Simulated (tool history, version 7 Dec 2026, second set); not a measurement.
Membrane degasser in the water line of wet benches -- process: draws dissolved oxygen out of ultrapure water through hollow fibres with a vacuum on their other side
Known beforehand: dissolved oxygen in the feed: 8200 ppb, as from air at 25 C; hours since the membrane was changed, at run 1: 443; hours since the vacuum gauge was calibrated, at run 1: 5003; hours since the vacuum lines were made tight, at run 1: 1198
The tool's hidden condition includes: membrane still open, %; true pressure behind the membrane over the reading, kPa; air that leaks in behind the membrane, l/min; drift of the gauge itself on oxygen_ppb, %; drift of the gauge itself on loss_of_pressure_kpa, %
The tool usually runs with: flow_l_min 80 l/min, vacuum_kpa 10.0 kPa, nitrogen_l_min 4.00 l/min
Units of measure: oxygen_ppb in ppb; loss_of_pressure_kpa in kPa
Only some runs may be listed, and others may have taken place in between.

| run | hour | flow_l_min | vacuum_kpa | nitrogen_l_min | hours since the membrane was changed | hours since the vacuum gauge was calibrated | hours since the vacuum lines were made tight | oxygen_ppb | loss_of_pressure_kpa |
|---|---|---|---|---|---|---|---|---|---|
| 1 | 0.0 | 80 | 10.0 | 4.00 | 443 | 5003 | 1198 | 305.8 | 25.60 |
| 2 | 156.0 | 80 | 10.0 | 4.00 | 599 | 5159 | 1354 | 304.7 | 25.33 |
| 3 | 234.2 | 80 | 10.0 | 4.00 | 677 | 5237 | 1432 | 306.1 | 25.42 |
| 4 | 341.6 | 80 | 10.0 | 4.00 | 784 | 5344 | 1540 | 306.5 | 25.65 |
| 5 | 507.7 | 80 | 10.0 | 4.00 | 950 | 5510 | 1706 | 306.5 | 25.65 |
| 6 | 584.4 | 80 | 10.0 | 4.00 | 1027 | 5587 | 1783 | 306.1 | 25.48 |
| 7 | 664.8 | 80 | 22.1 | 4.00 | 1107 | 5667 | 1863 | 786.5 | 25.85 |
| 8 | 832.1 | 80 | 22.1 | 4.00 | 1275 | 5835 | 2030 | 783.2 | 25.62 |
|  | 899.8 | vacuum gauge calibrated |
| 9 | 920.6 | 80 | 18.8 | 4.00 | 1363 | 21 | 2118 | 665.0 | 25.70 |
| 10 | 1063.8 | 80 | 18.8 | 4.00 | 1506 | 164 | 2262 | 666.2 | 25.46 |
| 11 | 1195.7 | 80 | 18.8 | 4.00 | 1638 | 296 | 2394 | 661.9 | 25.88 |
| 12 | 1312.1 | 80 | 18.8 | 4.00 | 1754 | 412 | 2510 | 661.9 | 25.73 |
| 13 | 1474.0 | 80 | 10.0 | 4.00 | 1916 | 574 | 2672 | 313.3 | 25.60 |
| 14 | 1586.7 | 80 | 10.0 | 4.00 | 2029 | 687 | 2784 | 312.8 | 25.85 |
|  | 1598.7 | vacuum gauge calibrated, once more |
| 15 | 1755.8 | 80 | 10.0 | 4.00 | 2197 | 157 | 2953 | 299.0 | 25.93 |
| 16 | 1875.5 | 80 | 10.0 | 4.00 | 2317 | 277 | 3073 | 298.4 | 25.88 |
| 17 | 1989.4 | 80 | 10.0 | 4.00 | 2431 | 391 | 3187 | 297.7 | 25.70 |
| 18 | 2107.2 | 80 | 10.0 | 4.00 | 2549 | 508 | 3304 | 298.3 | 25.67 |
| 19 | 2207.2 | 80 | 10.0 | 4.00 | 2649 | 608 | 3404 | 298.8 | 25.84 |
| 20 | 2304.7 | 80 | 6.2 | 4.00 | 2746 | 706 | 3502 | 137.8 | 25.61 |
| 21 | 2380.8 | 108 | 8.8 | 6.28 | 2823 | 782 | 3578 | 228.0 | 34.76 |
| 22 | 2532.4 | 108 | 8.8 | 6.28 | 2974 | 934 | 3730 | 228.9 | 35.17 |
| 23 | 2657.2 | 108 | 8.8 | 6.28 | 3099 | 1059 | 3855 | 228.9 | 34.92 |
| 24 | 2755.0 | 108 | 8.8 | 6.28 | 3197 | 1156 | 3952 | 228.8 | 35.06 |
| 25 | 2846.9 | 62 | 17.3 | 6.28 | 3289 | 1248 | 4044 | 320.9 | 20.19 |
| 26 | 2937.6 | 105 | 14.6 | 1.79 | 3379 | 1339 | 4135 | 1115.6 | 34.13 |
| 27 | 3081.6 | 73 | 10.2 | 2.56 | 3523 | 1483 | 4279 | 414.3 | 23.57 |
| 28 | 3257.8 | 63 | 23.8 | 6.88 | 3700 | 1659 | 4455 | 430.5 | 20.71 |
| 29 | 3336.7 | 74 | 7.8 | 3.47 | 3778 | 1738 | 4534 | 219.0 | 24.02 |
| 30 | 3440.6 | 74 | 8.6 | 3.47 | 3882 | 1842 | 4638 | 255.0 | 24.16 |
| 31 | 3545.0 | 91 | 14.4 | 11.95 | 3987 | 1946 | 4742 | 209.0 | 29.70 |
| 32 | 3691.3 | 91 | 14.4 | 11.95 | 4133 | 2093 | 4889 | 209.0 | 29.55 |

Here are 3 independent what-if runs from the current tool condition. What would each one return?
| A | 3880.4 | 102 | 15.5 | 1.95 | 4322 | 2282 | 5078 | ? | ? |
| B | 3880.4 | 80 | 14.2 | 4.00 | 4322 | 2282 | 5078 | ? | ? |
| C | 3880.4 | 53 | 14.4 | 8.20 | 4322 | 2282 | 5078 | ? | ? |

| run | oxygen_ppb | loss_of_pressure_kpa |
|---|---|---|
| A | 1105.8 | 33.22 |
| B | 473.6 | 26.18 |
| C | 174.8 | 17.23 |
Without the tool's hidden state the same runs would have given:
| run | oxygen_ppb | loss_of_pressure_kpa |
|---|---|---|
| A | 1096.9 | 32.43 |
| B | 468.4 | 25.57 |
| C | 172.6 | 16.83 |
